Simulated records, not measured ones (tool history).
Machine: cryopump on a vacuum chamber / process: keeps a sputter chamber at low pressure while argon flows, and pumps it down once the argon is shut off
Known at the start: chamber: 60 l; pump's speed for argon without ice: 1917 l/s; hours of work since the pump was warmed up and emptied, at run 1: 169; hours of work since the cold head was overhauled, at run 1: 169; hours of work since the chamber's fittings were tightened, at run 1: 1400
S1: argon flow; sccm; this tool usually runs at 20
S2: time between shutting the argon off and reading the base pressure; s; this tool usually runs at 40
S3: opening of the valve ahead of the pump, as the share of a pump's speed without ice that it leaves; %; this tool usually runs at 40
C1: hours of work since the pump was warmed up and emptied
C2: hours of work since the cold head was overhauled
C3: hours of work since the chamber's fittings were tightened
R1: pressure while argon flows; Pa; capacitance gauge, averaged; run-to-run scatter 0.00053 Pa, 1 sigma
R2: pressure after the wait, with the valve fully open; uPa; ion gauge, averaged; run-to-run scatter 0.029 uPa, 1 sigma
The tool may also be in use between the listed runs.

run 1 hour=0.0 | S1=20 S2=40 S3=40 | C1=169 C2=169 C3=1400 | R1=0.0449 R2=2.98
run 2 hour=14.0 | S1=20 S2=40 S3=40 | C1=179 C2=179 C3=1410 | R1=0.0458 R2=2.84
run 3 hour=26.8 | S1=20 S2=40 S3=40 | C1=188 C2=188 C3=1420 | R1=0.0454 R2=2.93
run 4 hour=41.8 | S1=20 S2=37 S3=40 | C1=199 C2=199 C3=1430 | R1=0.0459 R2=3.00
run 5 hour=53.5 | S1=20 S2=40 S3=40 | C1=208 C2=208 C3=1439 | R1=0.0466 R2=2.91
run 6 hour=71.3 | S1=20 S2=40 S3=40 | C1=220 C2=220 C3=1452 | R1=0.0455 R2=2.98
run 7 hour=87.6 | S1=20 S2=40 S3=40 | C1=232 C2=232 C3=1463 | R1=0.0465 R2=2.94
run 8 hour=104.7 | S1=20 S2=40 S3=40 | C1=245 C2=245 C3=1476 | R1=0.0460 R2=3.03
run 9 hour=121.6 | S1=20 S2=40 S3=47 | C1=257 C2=257 C3=1488 | R1=0.0399 R2=3.00
run 10 hour=136.3 | S1=20 S2=40 S3=47 | C1=267 C2=267 C3=1499 | R1=0.0388 R2=3.02
run 11 hour=154.5 | S1=26 S2=40 S3=40 | C1=280 C2=280 C3=1512 | R1=0.0593 R2=3.04
-- hour=165.7 leaking fittings of the chamber tightened, without venting
run 12 hour=174.3 | S1=20 S2=40 S3=40 | C1=293 C2=293 C3=6 | R1=0.0476 R2=1.44
run 13 hour=192.0 | S1=20 S2=40 S3=40 | C1=306 C2=306 C3=19 | R1=0.0461 R2=1.42
run 14 hour=211.5 | S1=8 S2=114 S3=40 | C1=320 C2=320 C3=33 | R1=0.0178 R2=0.64
run 15 hour=229.9 | S1=35 S2=40 S3=17 | C1=333 C2=333 C3=46 | R1=0.1880 R2=1.52
run 16 hour=244.6 | S1=18 S2=286 S3=34 | C1=344 C2=344 C3=57 | R1=0.0495 R2=0.40
run 17 hour=254.8 | S1=18 S2=286 S3=34 | C1=351 C2=351 C3=64 | R1=0.0489 R2=0.46
run 18 hour=264.0 | S1=18 S2=286 S3=34 | C1=358 C2=358 C3=71 | R1=0.0488 R2=0.42
run 19 hour=274.8 | S1=24 S2=120 S3=22 | C1=366 C2=366 C3=79 | R1=0.1003 R2=0.71
run 20 hour=286.5 | S1=20 S2=40 S3=38 | C1=374 C2=374 C3=87 | R1=0.0493 R2=1.52
run 21 hour=300.0 | S1=20 S2=40 S3=38 | C1=384 C2=384 C3=97 | R1=0.0492 R2=1.53
run 22 hour=316.8 | S1=20 S2=42 S3=20 | C1=396 C2=396 C3=109 | R1=0.0919 R2=1.48
run 23 hour=327.0 | S1=20 S2=42 S3=20 | C1=403 C2=403 C3=116 | R1=0.0918 R2=1.48
run 24 hour=345.7 | S1=20 S2=42 S3=20 | C1=417 C2=417 C3=130 | R1=0.0923 R2=1.51
run 25 hour=356.7 | S1=20 S2=42 S3=20 | C1=425 C2=425 C3=138 | R1=0.0920 R2=1.50

Take each entry between the runs: how does the hidden state at the last listed run before it differ from the hidden state at the first listed run after it?
In the gap between runs 11 and 12: leaking fittings of the chamber tightened, without venting (hour 165.7)
  pump's speed, % of a pump's without ice: 89 -> 88.5; leak into the chamber, uPa l/s: 3132 -> 325
  measured result minus the result with no hidden state, R1: +0.0029 -> +0.0024 Pa; R2: +1.66 -> +0.04 uPa

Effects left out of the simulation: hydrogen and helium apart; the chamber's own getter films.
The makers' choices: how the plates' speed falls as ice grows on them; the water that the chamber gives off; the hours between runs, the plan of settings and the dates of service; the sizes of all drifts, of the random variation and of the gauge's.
